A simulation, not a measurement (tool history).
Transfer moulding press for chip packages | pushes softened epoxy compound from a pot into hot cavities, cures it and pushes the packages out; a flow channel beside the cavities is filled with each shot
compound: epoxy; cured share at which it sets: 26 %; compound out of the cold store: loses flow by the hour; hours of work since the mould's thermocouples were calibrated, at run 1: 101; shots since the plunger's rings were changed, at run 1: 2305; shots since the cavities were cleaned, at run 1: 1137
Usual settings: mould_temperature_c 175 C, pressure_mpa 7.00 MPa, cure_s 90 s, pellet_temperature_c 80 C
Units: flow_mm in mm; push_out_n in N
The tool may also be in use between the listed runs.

run,day,mould_temperature_c,pressure_mpa,cure_s,pellet_temperature_c,hours of work since the mould's thermocouples were calibrated,shots since the plunger's rings were changed,shots since the cavities were cleaned,incoming compound's hours out of the cold store,flow_mm,push_out_n
1,0.000,175,7.00,90,80,101,2305,1137,27.0,684,587
# day 0.225: cavities cleaned with cleaning compound and waxed
2,1.321,175,7.00,90,80,122,2732,371,42.7,627,501
3,2.488,175,7.00,128,80,142,3129,768,40.4,616,457
4,3.383,175,7.00,90,80,157,3432,1071,47.1,597,570
# day 3.704: plunger's sealing rings changed
# day 3.862: cavities cleaned with cleaning compound and waxed
5,4.546,175,7.00,90,80,174,266,233,26.1,710,450
6,5.238,175,7.00,90,80,186,500,467,41.2,646,511
7,6.479,175,7.00,90,80,207,921,888,42.2,629,566
# day 7.438: cavities cleaned with cleaning compound and waxed
8,7.858,174,7.00,90,80,230,1368,144,12.3,760,484
9,8.596,174,7.00,90,80,242,1617,393,41.3,631,524
10,9.467,174,7.00,90,80,257,1914,690,23.7,700,597
11,10.475,177,7.00,90,80,274,2255,1031,45.8,614,536
# day 10.958: cavities cleaned with cleaning compound and waxed
12,11.396,175,6.27,90,80,289,2546,147,13.9,704,483
13,12.712,175,7.00,90,80,311,2994,595,31.6,658,552
14,14.004,175,7.00,90,80,333,3432,1033,44.5,610,565
# day 14.358: plunger's sealing rings changed
# day 14.646: cavities cleaned with cleaning compound and waxed
15,15.117,176,5.97,90,78,349,236,160,47.6,569,419
16,16.446,175,5.98,130,70,372,686,610,43.4,593,455
17,17.262,175,5.62,84,89,386,964,888,15.6,661,670
# day 18.221: cavities cleaned with cleaning compound and waxed
18,18.300,178,5.73,90,88,402,1294,26,42.1,570,364
19,19.788,178,5.73,90,88,428,1799,531,42.2,567,468
20,20.538,179,7.00,90,80,440,2053,785,34.6,648,526
21,21.354,171,7.00,81,80,454,2331,1063,21.2,710,959
# day 21.758: cavities cleaned with cleaning compound and waxed
22,22.396,167,7.00,90,84,471,2663,216,20.2,723,799
23,23.367,180,7.00,90,84,487,2993,546,23.9,672,480
24,24.175,182,8.78,121,72,501,3267,820,13.8,806,461
# day 25.054: plunger's sealing rings changed
25,25.188,177,8.78,85,72,517,47,1129,18.1,820,607
# day 25.388: cavities cleaned with cleaning compound and waxed
26,26.038,177,8.78,85,72,530,313,221,45.1,704,472
27,27.017,176,8.78,85,72,547,646,554,28.8,771,586
28,27.717,176,8.78,108,72,559,883,791,34.4,736,494

Some steps in flow_mm between neighbouring runs. How much of each would the tool show without its hidden state too (settings, what came in, random variation), and how much is left for the hidden state, with any gauge scatter that isn't in both results?
The hidden state here: true mould temperature over the reading, C; pressure that reaches the compound, % of what is set; grip of the stained cavities, % over clean ones'; drift of the gauge itself on flow_mm, %; drift of the gauge itself on push_out_n, %.
Run 7 -> 8: mould_temperature_c 175 -> 174, cavities cleaned with cleaning compound and waxed. flow_mm +131 mm: hidden state -7, all else +138.
Run 14 -> 15: mould_temperature_c 175 -> 176, pressure_mpa 7.00 -> 5.97, pellet_temperature_c 80 -> 78, plunger's sealing rings changed, cavities cleaned with cleaning compound and waxed. flow_mm -41 mm: hidden state +28, all else -69.
Run 23 -> 24: mould_temperature_c 180 -> 182, pressure_mpa 7.00 -> 8.78, cure_s 90 -> 121, pellet_temperature_c 84 -> 72. flow_mm +134 mm: hidden state -9, all else +143.
Run 24 -> 25: mould_temperature_c 182 -> 177, cure_s 121 -> 85, plunger's sealing rings changed. flow_mm +14 mm: hidden state +38, all else -24.

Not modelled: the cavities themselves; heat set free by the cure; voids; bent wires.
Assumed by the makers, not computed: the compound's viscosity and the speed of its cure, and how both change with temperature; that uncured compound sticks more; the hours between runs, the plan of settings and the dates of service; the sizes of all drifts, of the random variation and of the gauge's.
